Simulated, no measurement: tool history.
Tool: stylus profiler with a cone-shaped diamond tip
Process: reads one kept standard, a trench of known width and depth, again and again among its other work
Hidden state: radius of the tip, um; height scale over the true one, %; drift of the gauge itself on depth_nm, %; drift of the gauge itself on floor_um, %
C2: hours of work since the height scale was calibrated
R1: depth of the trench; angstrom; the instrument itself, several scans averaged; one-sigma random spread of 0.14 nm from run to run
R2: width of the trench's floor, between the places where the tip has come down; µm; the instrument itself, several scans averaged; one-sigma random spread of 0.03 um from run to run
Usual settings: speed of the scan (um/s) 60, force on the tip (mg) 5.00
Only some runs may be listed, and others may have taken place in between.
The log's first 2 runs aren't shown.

{"run": 3, "hour": 73.7, "speed of the scan (um/s)": 60, "force on the tip (mg)": 5.0, "scans with this tip": 2663, "C2": 465, "R1": 5067.1, "R2": 25.38}
{"run": 4, "hour": 102.7, "speed of the scan (um/s)": 60, "force on the tip (mg)": 5.0, "scans with this tip": 2749, "C2": 480, "R1": 5065.7, "R2": 25.41}
{"run": 5, "hour": 142.6, "speed of the scan (um/s)": 60, "force on the tip (mg)": 5.0, "scans with this tip": 2869, "C2": 501, "R1": 5067.3, "R2": 25.36}
{"run": 6, "hour": 179.1, "speed of the scan (um/s)": 60, "force on the tip (mg)": 5.89, "scans with this tip": 2978, "C2": 520, "R1": 5074.0, "R2": 25.44}
{"run": 7, "hour": 229.3, "speed of the scan (um/s)": 60, "force on the tip (mg)": 1.71, "scans with this tip": 3128, "C2": 546, "R1": 5032.8, "R2": 25.22}
{"run": 8, "hour": 277.6, "speed of the scan (um/s)": 60, "force on the tip (mg)": 13.54, "scans with this tip": 3272, "C2": 571, "R1": 5130.2, "R2": 25.52}
{"run": 9, "hour": 321.2, "speed of the scan (um/s)": 60, "force on the tip (mg)": 13.54, "scans with this tip": 3402, "C2": 594, "R1": 5127.7, "R2": 25.49}
{"run": 10, "hour": 358.1, "speed of the scan (um/s)": 60, "force on the tip (mg)": 5.0, "scans with this tip": 3513, "C2": 613, "R1": 5067.1, "R2": 25.4}
{"run": 11, "hour": 383.2, "speed of the scan (um/s)": 60, "force on the tip (mg)": 7.08, "scans with this tip": 3587, "C2": 626, "R1": 5081.5, "R2": 25.45}
{"run": 12, "hour": 410.1, "speed of the scan (um/s)": 60, "force on the tip (mg)": 7.08, "scans with this tip": 3668, "C2": 640, "R1": 5082.5, "R2": 25.43}
{"run": 13, "hour": 435.1, "speed of the scan (um/s)": 60, "force on the tip (mg)": 7.08, "scans with this tip": 3743, "C2": 653, "R1": 5085.5, "R2": 25.5}
{"run": 14, "hour": 476.1, "speed of the scan (um/s)": 60, "force on the tip (mg)": 7.08, "scans with this tip": 3865, "C2": 675, "R1": 5081.9, "R2": 25.45}
{"run": 15, "hour": 517.8, "speed of the scan (um/s)": 60, "force on the tip (mg)": 7.08, "scans with this tip": 3990, "C2": 697, "R1": 5082.8, "R2": 25.43}
{"run": 16, "hour": 555.1, "speed of the scan (um/s)": 25, "force on the tip (mg)": 5.0, "scans with this tip": 4101, "C2": 716, "R1": 5065.4, "R2": 25.52}
{"run": 17, "hour": 598.5, "speed of the scan (um/s)": 25, "force on the tip (mg)": 5.0, "scans with this tip": 4231, "C2": 739, "R1": 5065.3, "R2": 25.49}
{"run": 18, "hour": 644.0, "speed of the scan (um/s)": 25, "force on the tip (mg)": 5.0, "scans with this tip": 4367, "C2": 762, "R1": 5064.3, "R2": 25.57}
{"run": 19, "hour": 666.8, "speed of the scan (um/s)": 43, "force on the tip (mg)": 5.0, "scans with this tip": 4435, "C2": 774, "R1": 5064.5, "R2": 25.49}
{"run": 20, "hour": 712.4, "speed of the scan (um/s)": 60, "force on the tip (mg)": 3.3, "scans with this tip": 4571, "C2": 798, "R1": 5051.7, "R2": 25.3}
{"run": 21, "hour": 747.1, "speed of the scan (um/s)": 60, "force on the tip (mg)": 3.3, "scans with this tip": 4675, "C2": 816, "R1": 5050.8, "R2": 25.4}
{"run": 22, "hour": 785.8, "speed of the scan (um/s)": 60, "force on the tip (mg)": 3.3, "scans with this tip": 4790, "C2": 836, "R1": 5049.5, "R2": 25.37}
{"run": 23, "hour": 822.9, "speed of the scan (um/s)": 30, "force on the tip (mg)": 6.98, "scans with this tip": 4901, "C2": 856, "R1": 5081.4, "R2": 25.54}

The next listed run, before its measurement:
{"run": 24, "hour": 850.1, "speed of the scan (um/s)": 143, "force on the tip (mg)": 2.9, "scans with this tip": 4983, "C2": 870, "R1": "?", "R2": "?"}

Run 24 yielded R1 5045.8 angstrom, R2 24.91 µm.
Were there no unlogged condition in the tool, this run, its random variation unchanged, would have produced R1 5045.8 angstrom, R2 24.91 µm.
